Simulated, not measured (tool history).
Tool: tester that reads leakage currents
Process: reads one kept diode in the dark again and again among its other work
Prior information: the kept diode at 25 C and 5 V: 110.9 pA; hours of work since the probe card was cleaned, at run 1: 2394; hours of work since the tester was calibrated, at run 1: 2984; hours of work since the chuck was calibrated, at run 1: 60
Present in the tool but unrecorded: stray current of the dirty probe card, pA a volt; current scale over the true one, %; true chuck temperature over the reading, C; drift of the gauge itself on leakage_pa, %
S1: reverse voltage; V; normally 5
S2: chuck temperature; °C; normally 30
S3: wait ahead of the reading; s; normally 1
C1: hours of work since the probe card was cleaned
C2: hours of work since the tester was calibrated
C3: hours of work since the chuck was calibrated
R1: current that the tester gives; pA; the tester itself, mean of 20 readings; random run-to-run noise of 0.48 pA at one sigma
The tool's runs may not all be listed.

run	day	S1	S2	S3	C1	C2	C3	R1
1	0	5	30	1	2394	2984	60	167.02
2	2.767	5	30	1	2432	3022	98	167.98
3	5.117	13.96	30	1	2464	3054	130	255.11
4	8.808	13.96	30	1	2515	3104	181	256.24
5	14.529	13.96	30	1	2593	3183	259	258.52
6	18.829	5	30	1	2652	3242	318	170.43
7	23.304	5	27	1	2713	3303	380	139.48
8	25.792	5	27	1	2747	3337	414	140.2
9	28.871	5	27	1	2790	3380	456	140.15
10	32.7	5	31	1	2842	3432	508	184.07
11	37.508	5	31	1	2908	3498	574	184.63
12	39.867	6.1	30	1	2940	3530	607	187.76
13	43.6	5.68	30	1	2992	3581	658	183.14
# day 44.004: chuck's temperature calibrated
14	49.162	5.68	30	1	3067	3657	71	184.9
15	54.458	9.91	30	1	3139	3729	143	232.73
# day 55.583: probe card cleaned and baked
16	58.462	9.91	30	1	39	3782	197	217.45
17	61.417	5	30	1	80	3823	237	169.6
18	64.746	5	30	1	126	3869	283	170.98
19	68.642	5.72	30	1	179	3922	336	179.27
# day 72.517: chuck's temperature calibrated, once more
20	73.342	5.72	30	1	242	3985	11	170.23
21	76.946	5.35	30	1.23	292	4035	61	166.3
22	79.279	1.16	24	1.23	324	4067	93	61.25
23	84.358	18.42	24	0.31	393	4136	162	185.71
24	89.192	18.42	41	2.63	460	4203	229	564.49
25	94.35	10.86	47	0.34	530	4273	299	692.18
26	98.175	10.86	47	0.34	583	4326	352	691.42
27	102.921	10.86	47	0.34	648	4391	417	692.83
28	106.742	5	31	0.74	700	4443	469	178.53
29	110.212	4.81	30	1	748	4491	517	164.3
30	113.608	1.52	33	1.87	795	4537	563	131.85
31	117.979	1.52	33	8.43	854	4597	623	132.28
32	122.767	13.11	27	0.56	920	4663	689	201.78
33	125.542	5	30	0.42	958	4701	727	172.14
34	128.129	5	30	0.97	994	4737	763	170.29
35	132.446	1.52	28	6.76	1053	4796	822	93.67
36	137.338	2.06	56	0.31	1120	4863	889	662.57
37	140.225	10.76	37	0.4	1159	4902	928	374.5
38	144.65	14.69	30	1.27	1220	4963	989	262.73
39	147.833	14.69	30	1.27	1264	5007	1033	262.12
40	153.396	5.6	52	0.5	1340	5083	1109	762.28

Some steps in R1 between neighbouring runs. How much of each would the tool show without its hidden state too (settings, what came in, random variation), and how much is left for the hidden state, with any gauge scatter that isn't in both results?
Run 15 -> 16: probe card cleaned and baked. R1 -15.28 pA: hidden state -14.21, all else -1.07.
Run 27 -> 28: S1 10.86 -> 5, S2 47 -> 31, S3 0.34 -> 0.74. R1 -514.3 pA: hidden state -11.76, all else -502.54.
Run 35 -> 36: S1 1.52 -> 2.06, S2 28 -> 56, S3 6.76 -> 0.31. R1 +568.9 pA: hidden state +22.16, all else +546.74.
Run 39 -> 40: S1 14.69 -> 5.6, S2 30 -> 52, S3 1.27 -> 0.5. R1 +500.16 pA: hidden state +18.92, all else +481.24.

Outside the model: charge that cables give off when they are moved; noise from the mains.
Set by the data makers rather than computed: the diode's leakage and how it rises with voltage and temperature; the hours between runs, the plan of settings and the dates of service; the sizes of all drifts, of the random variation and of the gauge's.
